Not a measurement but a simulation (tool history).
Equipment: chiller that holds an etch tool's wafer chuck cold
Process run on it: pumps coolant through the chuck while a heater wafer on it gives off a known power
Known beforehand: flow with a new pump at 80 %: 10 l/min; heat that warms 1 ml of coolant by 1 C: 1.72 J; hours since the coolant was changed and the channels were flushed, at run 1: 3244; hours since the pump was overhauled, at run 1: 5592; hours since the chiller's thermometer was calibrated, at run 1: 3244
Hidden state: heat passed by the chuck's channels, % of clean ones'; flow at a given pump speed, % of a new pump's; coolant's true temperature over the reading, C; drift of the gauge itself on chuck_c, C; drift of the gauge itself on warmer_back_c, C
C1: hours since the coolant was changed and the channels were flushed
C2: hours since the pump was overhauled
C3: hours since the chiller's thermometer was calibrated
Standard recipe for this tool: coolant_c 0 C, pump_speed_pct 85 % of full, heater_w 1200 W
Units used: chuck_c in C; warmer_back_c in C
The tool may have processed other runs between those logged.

Run 1, hour 0.0: usual settings; C1 3244; C2 5592; C3 3244. Result: chuck_c 7.6 C, warmer_back_c 3.96 C.
Run 2, hour 138.3: usual settings; C1 3383; C2 5730; C3 3383. Result: chuck_c 7.3 C, warmer_back_c 3.94 C.
Run 3, hour 216.7: usual settings; C1 3461; C2 5809; C3 3461. Result: chuck_c 7.6 C, warmer_back_c 3.88 C.
Run 4, hour 396.1: usual settings but heater_w 1503 W; C1 3641; C2 5988; C3 3641. Result: chuck_c 9.4 C, warmer_back_c 4.92 C.
Run 5, hour 584.5: usual settings but heater_w 1503 W; C1 3829; C2 6176; C3 3829. Result: chuck_c 9.5 C, warmer_back_c 4.94 C.
At hour 657.0: coolant pump overhauled.
Run 6, hour 697.5: usual settings; C1 3937; C2 41; C3 3937. Result: chuck_c 7.3 C, warmer_back_c 3.93 C.
Run 7, hour 781.5: usual settings; C1 4021; C2 125; C3 4021. Result: chuck_c 7.6 C, warmer_back_c 3.88 C.
Run 8, hour 913.3: usual settings; C1 4153; C2 256; C3 4153. Result: chuck_c 7.5 C, warmer_back_c 3.89 C.
Run 9, hour 1081.2: usual settings; C1 4321; C2 424; C3 4321. Result: chuck_c 7.5 C, warmer_back_c 3.94 C.
At hour 1107.7: coolant changed, channels flushed.
At hour 1108.7: chiller's thermometer calibrated.
Run 10, hour 1203.9: usual settings; C1 95; C2 540; C3 95. Result: chuck_c 7.3 C, warmer_back_c 3.98 C.
Run 11, hour 1353.7: usual settings; C1 245; C2 690; C3 245. Result: chuck_c 7.4 C, warmer_back_c 3.95 C.
Run 12, hour 1462.2: usual settings; C1 353; C2 798; C3 353. Result: chuck_c 7.4 C, warmer_back_c 3.94 C.
Run 13, hour 1641.3: usual settings; C1 533; C2 977; C3 533. Result: chuck_c 7.3 C, warmer_back_c 3.90 C.
Run 14, hour 1741.0: usual settings; C1 632; C2 1077; C3 632. Result: chuck_c 7.5 C, warmer_back_c 3.96 C.
Run 15, hour 1913.8: usual settings; C1 805; C2 1250; C3 805. Result: chuck_c 7.2 C, warmer_back_c 3.93 C.
Run 16, hour 2049.9: usual settings but coolant_c 3 C; C1 941; C2 1386; C3 941. Result: chuck_c 10.5 C, warmer_back_c 3.92 C.
Run 17, hour 2163.0: usual settings but coolant_c 3 C; C1 1054; C2 1499; C3 1054. Result: chuck_c 10.5 C, warmer_back_c 3.92 C.
Run 18, hour 2349.2: usual settings but coolant_c 7 C, pump_speed_pct 69 % of full, heater_w 1374 W; C1 1240; C2 1685; C3 1240. Result: chuck_c 17.6 C, warmer_back_c 5.64 C.
Run 19, hour 2485.3: usual settings but coolant_c -6 C, pump_speed_pct 82 % of full, heater_w 979 W; C1 1377; C2 1821; C3 1377. Result: chuck_c 0.3 C, warmer_back_c 3.36 C.
Run 20, hour 2640.2: usual settings but coolant_c -8 C, pump_speed_pct 87 % of full; C1 1531; C2 1976; C3 1531. Result: chuck_c -0.6 C, warmer_back_c 3.81 C.
Run 21, hour 2827.2: usual settings but coolant_c -8 C, pump_speed_pct 87 % of full; C1 1719; C2 2163; C3 1719. Result: chuck_c -0.7 C, warmer_back_c 3.80 C.
Run 22, hour 3020.4: usual settings but coolant_c -8 C, pump_speed_pct 87 % of full; C1 1912; C2 2356; C3 1912. Result: chuck_c -0.7 C, warmer_back_c 3.81 C.
Run 23, hour 3157.1: usual settings but coolant_c -8 C, heater_w 1081 W; C1 2048; C2 2493; C3 2048. Result: chuck_c -1.3 C, warmer_back_c 3.53 C.
Run 24, hour 3279.4: usual settings but coolant_c -5 C, pump_speed_pct 79 % of full, heater_w 715 W; C1 2171; C2 2615; C3 2171. Result: chuck_c -0.3 C, warmer_back_c 2.58 C.
Run 25, hour 3432.2: usual settings but coolant_c -8 C, pump_speed_pct 100 % of full, heater_w 607 W; C1 2323; C2 2768; C3 2323. Result: chuck_c -4.8 C, warmer_back_c 1.63 C.
Run 26, hour 3571.7: usual settings but coolant_c 7 C, pump_speed_pct 95 % of full, heater_w 1470 W; C1 2463; C2 2908; C3 2463. Result: chuck_c 15.1 C, warmer_back_c 4.25 C.
Run 27, hour 3744.3: usual settings but coolant_c -5 C; C1 2636; C2 3080; C3 2636. Result: chuck_c 2.5 C, warmer_back_c 3.94 C.
Run 28, hour 3861.1: usual settings but coolant_c -5 C; C1 2752; C2 3197; C3 2752. Result: chuck_c 2.5 C, warmer_back_c 3.94 C.
Run 29, hour 4026.0: usual settings but coolant_c -5 C, pump_speed_pct 95 % of full, heater_w 1444 W; C1 2917; C2 3362; C3 2917. Result: chuck_c 3.1 C, warmer_back_c 4.16 C.
Run 30, hour 4155.9: usual settings but coolant_c -5 C, pump_speed_pct 95 % of full, heater_w 1444 W; C1 3047; C2 3492; C3 3047. Result: chuck_c 3.0 C, warmer_back_c 4.18 C.
Run 31, hour 4312.9: usual settings but coolant_c 1 C, pump_speed_pct 72 % of full, heater_w 1081 W; C1 3204; C2 3649; C3 3204. Result: chuck_c 8.8 C, warmer_back_c 4.22 C.
Run 32, hour 4422.6: usual settings but coolant_c 1 C, heater_w 662 W; C1 3314; C2 3759; C3 3314. Result: chuck_c 5.0 C, warmer_back_c 2.14 C.

Alternative continuations, all from the tool just after run 32; predict every row:
Run A, hour 4598.0: usual settings but coolant_c 8 C, pump_speed_pct 78 % of full, heater_w 1442 W; C1 3489; C2 3934; C3 3489. Result: chuck_c ?, warmer_back_c ?.
Run B, hour 4598.0: usual settings but coolant_c 1 C, pump_speed_pct 92 % of full, heater_w 662 W; C1 3489; C2 3934; C3 3489. Result: chuck_c ?, warmer_back_c ?.
Run C, hour 4598.0: usual settings but coolant_c 1 C, heater_w 1595 W; C1 3489; C2 3934; C3 3489. Result: chuck_c ?, warmer_back_c ?.
Run D, hour 4598.0: usual settings but coolant_c 9 C, pump_speed_pct 84 % of full, heater_w 1247 W; C1 3489; C2 3934; C3 3489. Result: chuck_c ?, warmer_back_c ?.

run  chuck_c  warmer_back_c
  A     17.6           5.18
  B      4.8           1.94
  C     10.9           5.20
  D     16.8           4.12
Had the tool no hidden state, the same runs would have come out as:
run  chuck_c  warmer_back_c
  A     17.6           5.17
  B      4.8           1.93
  C     10.9           5.19
  D     16.8           4.11
